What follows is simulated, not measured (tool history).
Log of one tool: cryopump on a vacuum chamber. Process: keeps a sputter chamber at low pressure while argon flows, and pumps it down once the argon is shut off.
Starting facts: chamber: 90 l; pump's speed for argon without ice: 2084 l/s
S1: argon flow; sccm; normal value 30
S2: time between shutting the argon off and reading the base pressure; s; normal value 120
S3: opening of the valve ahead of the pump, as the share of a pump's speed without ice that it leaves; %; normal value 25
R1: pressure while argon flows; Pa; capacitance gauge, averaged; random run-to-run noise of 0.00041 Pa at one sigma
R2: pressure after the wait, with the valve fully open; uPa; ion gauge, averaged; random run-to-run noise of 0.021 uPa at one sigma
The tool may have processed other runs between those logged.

run,hour,S1,S2,S3,R1,R2
1,0,30,120,25,0.0991,0.75
2,32.9,14,120,25,0.0464,0.77
3,58.3,30,50,25,0.0985,1.2
4,73.1,30,50,25,0.0989,1.2
5,106.9,20,120,25,0.0663,0.82
6,128.3,20,120,25,0.0659,0.8
7,161.1,20,120,25,0.0664,0.83
8,179.9,20,40,25,0.0655,1.33
9,203.4,51,40,25,0.1695,1.35
10,229.2,30,120,25,0.1004,0.86
11,258.7,30,120,16,0.1549,0.88
12,273.1,30,120,16,0.1538,0.91
13,294.4,30,120,25,0.1001,0.83
14,317.9,30,120,25,0.101,0.87
15,336,30,120,25,0.0998,0.91
16,367.2,30,120,25,0.0997,0.91
17,400.5,30,120,20,0.1246,0.92
18,423.9,34,120,25,0.1142,0.9
19,447.9,32,296,46,0.0598,0.77
20,474.7,15,170,25,0.0507,0.83
21,495.5,15,170,25,0.051,0.86
22,515.6,15,170,25,0.0508,0.91
23,546.8,15,170,25,0.05,0.86
24,575.1,15,63,21,0.0598,1.22
25,608.4,47,31,31,0.1289,1.8
26,623.3,47,31,31,0.13,1.81
27,645.8,21,96,35,0.0516,1.12
28,678.9,30,110,34,0.0755,1.01
29,708.8,23,39,20,0.0972,1.55
30,728,19,36,55,0.031,1.71
31,754.7,34,120,53,0.0578,1.05
32,785.1,34,120,53,0.0579,1.05
# hour 814: pump warmed up, emptied and cooled again
33,824.2,34,120,53,0.0526,0.89

Some steps in R1 between neighbouring runs. How much of each would the tool show without its hidden state too (settings, what came in, random variation), and how much is left for the hidden state, with any gauge scatter that isn't in both results?
Hidden state at play: pump's speed, % of a pump's without ice; cold plate's temperature, K; leak into the chamber, uPa l/s; drift of the gauge itself on working_pa, %; drift of the gauge itself on base_upa, %.
Run 8 -> 9: S1 20 -> 51. R1 +0.104 Pa: hidden state +0.0021, all else +0.1019.
Run 9 -> 10: S1 51 -> 30, S2 40 -> 120. R1 -0.0691 Pa: hidden state -0.0013, all else -0.0678.
Run 24 -> 25: S1 15 -> 47, S2 63 -> 31, S3 21 -> 31. R1 +0.0691 Pa: hidden state +0.0043, all else +0.0648.
Run 26 -> 27: S1 47 -> 21, S2 31 -> 96, S3 31 -> 35. R1 -0.0784 Pa: hidden state -0.0037, all else -0.0747.
Run 32 -> 33: pump warmed up, emptied and cooled again. R1 -0.0053 Pa: hidden state -0.0051, all else -0.0002.
